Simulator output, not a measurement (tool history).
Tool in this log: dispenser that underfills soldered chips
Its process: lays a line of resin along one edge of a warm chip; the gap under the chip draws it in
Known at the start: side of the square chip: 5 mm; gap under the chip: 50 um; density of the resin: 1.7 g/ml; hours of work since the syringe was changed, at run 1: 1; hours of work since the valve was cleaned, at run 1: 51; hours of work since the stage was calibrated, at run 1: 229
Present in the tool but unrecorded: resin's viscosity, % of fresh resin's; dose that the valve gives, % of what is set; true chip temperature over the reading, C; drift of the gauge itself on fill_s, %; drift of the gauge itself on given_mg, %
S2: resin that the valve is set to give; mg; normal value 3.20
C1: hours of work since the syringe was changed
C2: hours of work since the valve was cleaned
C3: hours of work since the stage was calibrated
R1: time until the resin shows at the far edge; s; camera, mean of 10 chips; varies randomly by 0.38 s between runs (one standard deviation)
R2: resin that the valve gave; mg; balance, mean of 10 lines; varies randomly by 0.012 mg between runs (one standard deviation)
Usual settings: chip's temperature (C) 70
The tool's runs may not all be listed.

Run 1, day 0.000: usual settings; C1 1; C2 51; C3 229. Result: R1 26.0 s, R2 3.10 mg.
At day 0.629: new syringe of resin.
Run 2, day 0.650: usual settings; C1 0; C2 61; C3 240. Result: R1 25.8 s, R2 3.08 mg.
Run 3, day 1.179: usual settings; C1 9; C2 70; C3 249. Result: R1 52.3 s, R2 3.06 mg.
At day 1.271: new syringe of resin.
Run 4, day 1.821: usual settings; C1 9; C2 81; C3 259. Result: R1 51.9 s, R2 3.05 mg.
At day 1.962: new syringe of resin.
Run 5, day 2.429: usual settings; C1 8; C2 91; C3 269. Result: R1 46.7 s, R2 3.07 mg.
At day 2.650: new syringe of resin.
At day 3.096: dispensing valve cleaned and set on the balance.
Run 6, day 3.183: usual settings; C1 8; C2 1; C3 281. Result: R1 49.4 s, R2 3.18 mg.
At day 3.358: new syringe of resin.
Run 7, day 3.554: usual settings; C1 3; C2 7; C3 287. Result: R1 33.7 s, R2 3.20 mg.
At day 4.029: new syringe of resin.
Run 8, day 4.179: usual settings; C1 3; C2 18; C3 297. Result: R1 29.6 s, R2 3.17 mg.
Run 9, day 4.546: usual settings; C1 9; C2 24; C3 304. Result: R1 49.9 s, R2 3.15 mg.
At day 4.733: new syringe of resin.
Run 10, day 5.125: usual settings; C1 7; C2 33; C3 313. Result: R1 42.5 s, R2 3.12 mg.
At day 5.400: new syringe of resin.
Run 11, day 5.667: usual settings; C1 4; C2 42; C3 322. Result: R1 36.7 s, R2 3.10 mg.
At day 6.046: new syringe of resin.
At day 6.225: stage's temperature calibrated.
Run 12, day 6.279: usual settings; C1 3; C2 52; C3 1. Result: R1 31.3 s, R2 3.11 mg.
Run 13, day 6.621: usual settings; C1 9; C2 57; C3 7. Result: R1 49.2 s, R2 3.08 mg.
At day 6.738: new syringe of resin.
Run 14, day 6.942: usual settings; C1 3; C2 62; C3 12. Result: R1 32.3 s, R2 3.08 mg.
Run 15, day 7.354: usual settings but S2 3.30 mg; C1 10; C2 69; C3 19. Result: R1 55.1 s, R2 3.16 mg.
At day 7.400: new syringe of resin.
Run 16, day 7.729: usual settings but S2 2.84 mg; C1 6; C2 75; C3 25. Result: R1 39.0 s, R2 2.70 mg.
At day 8.079: new syringe of resin.
Run 17, day 8.433: usual settings but chip's temperature (C) 66; C1 6; C2 87; C3 36. Result: R1 49.4 s, R2 3.03 mg.
At day 8.738: new syringe of resin.
Run 18, day 8.800: usual settings; C1 1; C2 93; C3 42. Result: R1 26.3 s, R2 3.00 mg.
Run 19, day 9.179: usual settings; C1 7; C2 99; C3 49. Result: R1 44.5 s, R2 3.02 mg.
At day 9.317: dispensing valve cleaned and set on the balance.
At day 9.446: new syringe of resin.
Run 20, day 9.783: usual settings but chip's temperature (C) 77, S2 3.97 mg; C1 6; C2 8; C3 58. Result: R1 26.1 s, R2 3.95 mg.
At day 10.108: new syringe of resin.
Run 21, day 10.467: usual settings but chip's temperature (C) 73, S2 3.97 mg; C1 6; C2 19; C3 69. Result: R1 33.0 s, R2 3.93 mg.
At day 10.767: new syringe of resin.
Run 22, day 10.992: usual settings but chip's temperature (C) 73, S2 3.97 mg; C1 4; C2 27; C3 78. Result: R1 27.4 s, R2 3.90 mg.
Run 23, day 11.300: usual settings but chip's temperature (C) 63, S2 2.96 mg; C1 9; C2 33; C3 83. Result: R1 76.6 s, R2 2.89 mg.
At day 11.408: new syringe of resin.
Run 24, day 11.833: usual settings but chip's temperature (C) 63, S2 2.96 mg; C1 7; C2 41; C3 92. Result: R1 65.5 s, R2 2.88 mg.
At day 12.104: new syringe of resin.
Run 25, day 12.279: usual settings but chip's temperature (C) 63, S2 2.96 mg; C1 3; C2 49; C3 99. Result: R1 47.4 s, R2 2.88 mg.
Run 26, day 12.625: usual settings but chip's temperature (C) 84, S2 3.29 mg; C1 9; C2 54; C3 105. Result: R1 24.5 s, R2 3.18 mg.
At day 12.792: new syringe of resin.
Run 27, day 13.188: usual settings but chip's temperature (C) 84, S2 3.29 mg; C1 7; C2 64; C3 114. Result: R1 21.2 s, R2 3.15 mg.
At day 13.454: new syringe of resin.
Run 28, day 13.512: usual settings but chip's temperature (C) 84, S2 3.29 mg; C1 1; C2 69; C3 119. Result: R1 13.0 s, R2 3.17 mg.
At day 14.117: new syringe of resin.
Run 29, day 14.146: usual settings but chip's temperature (C) 66; C1 0; C2 79; C3 129. Result: R1 31.7 s, R2 3.05 mg.
At day 14.796: new syringe of resin.
Run 30, day 14.817: usual settings but chip's temperature (C) 55, S2 2.95 mg; C1 0; C2 90; C3 140. Result: R1 61.7 s, R2 2.81 mg.
At day 15.442: new syringe of resin.
At day 15.533: dispensing valve cleaned and set on the balance.
Run 31, day 15.538: usual settings but chip's temperature (C) 55, S2 2.95 mg; C1 1; C2 0; C3 152. Result: R1 64.7 s, R2 2.95 mg.
At day 16.142: new syringe of resin.
Run 32, day 16.204: usual settings but chip's temperature (C) 55, S2 3.55 mg; C1 1; C2 11; C3 163. Result: R1 62.5 s, R2 3.54 mg.
Run 33, day 16.550: usual settings but chip's temperature (C) 69, S2 4.01 mg; C1 7; C2 17; C3 168. Result: R1 43.5 s, R2 3.97 mg.
At day 16.812: new syringe of resin.
Run 34, day 17.108: usual settings but chip's temperature (C) 69, S2 4.01 mg; C1 5; C2 26; C3 177. Result: R1 38.3 s, R2 3.97 mg.
At day 17.462: new syringe of resin.
Run 35, day 17.646: usual settings but chip's temperature (C) 69, S2 3.73 mg; C1 3; C2 35; C3 186. Result: R1 32.5 s, R2 3.64 mg.

Forecast each of these 3 alternatives for the next run:
At day 18.112: new syringe of resin.
Run A, day 18.212: usual settings but chip's temperature (C) 80, S2 2.86 mg; C1 2; C2 44; C3 195. Result: R1 ?, R2 ?.
At day 18.112: new syringe of resin.
Run B, day 18.212: usual settings but chip's temperature (C) 80, S2 3.06 mg; C1 2; C2 44; C3 195. Result: R1 ?, R2 ?.
At day 18.112: new syringe of resin.
Run C, day 18.212: usual settings but chip's temperature (C) 81, S2 3.48 mg; C1 2; C2 44; C3 195. Result: R1 ?, R2 ?.

run    R1    R2
  A  17.5  2.79
  B  17.0  2.95
  C  15.5  3.41
Stripped of hidden state, with their random variation kept, the same runs would have yielded:
run    R1    R2
  A  14.8  2.86
  B  14.4  3.03
  C  13.0  3.49

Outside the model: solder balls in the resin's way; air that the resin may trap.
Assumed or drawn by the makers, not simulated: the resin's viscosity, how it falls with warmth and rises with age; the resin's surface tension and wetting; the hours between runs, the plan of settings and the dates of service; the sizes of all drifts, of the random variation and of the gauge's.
